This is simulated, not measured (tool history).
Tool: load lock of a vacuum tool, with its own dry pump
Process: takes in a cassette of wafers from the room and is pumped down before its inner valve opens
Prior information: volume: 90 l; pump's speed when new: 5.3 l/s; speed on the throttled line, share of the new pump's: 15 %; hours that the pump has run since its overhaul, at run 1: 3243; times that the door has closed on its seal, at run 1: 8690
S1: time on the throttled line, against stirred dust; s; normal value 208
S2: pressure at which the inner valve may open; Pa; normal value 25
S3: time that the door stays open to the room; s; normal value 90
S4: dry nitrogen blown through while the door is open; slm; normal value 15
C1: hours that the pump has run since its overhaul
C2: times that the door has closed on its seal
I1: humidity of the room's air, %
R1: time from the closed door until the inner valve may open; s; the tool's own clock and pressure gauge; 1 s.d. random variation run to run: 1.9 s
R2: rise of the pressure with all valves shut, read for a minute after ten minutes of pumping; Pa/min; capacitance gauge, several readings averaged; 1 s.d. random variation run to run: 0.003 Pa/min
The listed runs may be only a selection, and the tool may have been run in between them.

run	hour	S1	S2	S3	S4	C1	C2	I1	R1	R2
1	0	208	25	90	15	3243	8690	50.6	324	0.096
2	66.4	208	31	90	15	3309	8877	43.4	319.1	0.089
3	154.7	208	31	90	15	3398	9126	46.9	318.3	0.098
4	254	208	31	90	15	3497	9405	42.3	317	0.09
5	338.2	208	25	28	15	3581	9643	47.9	326.1	0.073
6	419.5	208	25	28	15	3662	9872	45.1	323.4	0.081
7	529.3	208	25	28	15	3772	10181	45.1	324.6	0.08
8	629.7	208	25	193	15	3873	10464	44.6	323.5	0.128
9	703.1	208	25	193	15	3946	10671	46.8	324.6	0.134
10	779	208	25	193	15	4022	10885	44.3	324.3	0.132
11	884.6	208	25	90	15	4128	11182	48.9	322.4	0.116
12	973.5	208	27	90	15	4216	11433	42.5	322.2	0.104
13	1070.2	208	27	90	15	4313	11705	44	322.9	0.11
14	1130.9	208	27	90	15	4374	11876	42	323	0.112
15	1244.6	208	27	90	15	4488	12197	43.2	321.9	0.111
16	1358.2	208	25	90	14	4601	12517	45.3	325.7	0.116
17	1447.9	347	27	40	4	4691	12769	46.7	444.6	0.119
18	1539.3	347	27	40	4	4782	13027	45.7	437.1	0.111
19	1592.9	347	27	82	15	4836	13178	46.5	438.8	0.128
20	1681.3	347	26	30	26	4924	13427	47.2	437.3	0.098
21	1740.6	347	26	30	26	4984	13594	45.4	436.3	0.094
22	1808.2	347	26	30	26	5051	13785	44.9	443.4	0.1
23	1864.9	208	19	90	15	5108	13944	44.1	328.6	0.13
24	1966.5	208	25	90	15	5210	14231	43.7	328.1	0.128
25	2071.5	295	25	174	15	5314	14527	45.7	398.8	0.155
26	2150.4	104	25	90	15	5393	14749	46.6	239	0.139
27	2235.3	104	25	90	15	5478	14988	43.7	240.3	0.132
28	2357.1	104	25	90	15	5600	15331	47.4	241.2	0.144
29	2413.9	240	45	167	7	5657	15491	42.7	341	0.175
30	2490.1	240	45	167	7	5733	15706	45.2	339.7	0.186
31	2599	240	34	167	7	5842	16013	47.1	345.4	0.186

Some steps in R1 between neighbouring runs. How much of each would the tool show without its hidden state too (settings, what came in, random variation), and how much is left for the hidden state, with any gauge scatter that isn't in both results?
The tool's hidden condition here consists of: pump's speed, % of a new pump's; leak at the door's seal, Pa l/s; drift of the gauge itself on ready_s, %; drift of the gauge itself on rise_pa_min, %.
Run 16 -> 17: S1 208 -> 347, S2 25 -> 27, S3 90 -> 40, S4 14 -> 4. R1 +118.9 s: hidden state -1.5, all else +120.4.
Run 22 -> 23: S1 347 -> 208, S2 26 -> 19, S3 30 -> 90, S4 26 -> 15. R1 -114.8 s: hidden state +1.6, all else -116.4.
Run 25 -> 26: S1 295 -> 104, S3 174 -> 90. R1 -159.8 s: hidden state +2.2, all else -162.
Run 28 -> 29: S1 104 -> 240, S2 25 -> 45, S3 90 -> 167, S4 15 -> 7. R1 +99.8 s: hidden state -2.5, all else +102.3.

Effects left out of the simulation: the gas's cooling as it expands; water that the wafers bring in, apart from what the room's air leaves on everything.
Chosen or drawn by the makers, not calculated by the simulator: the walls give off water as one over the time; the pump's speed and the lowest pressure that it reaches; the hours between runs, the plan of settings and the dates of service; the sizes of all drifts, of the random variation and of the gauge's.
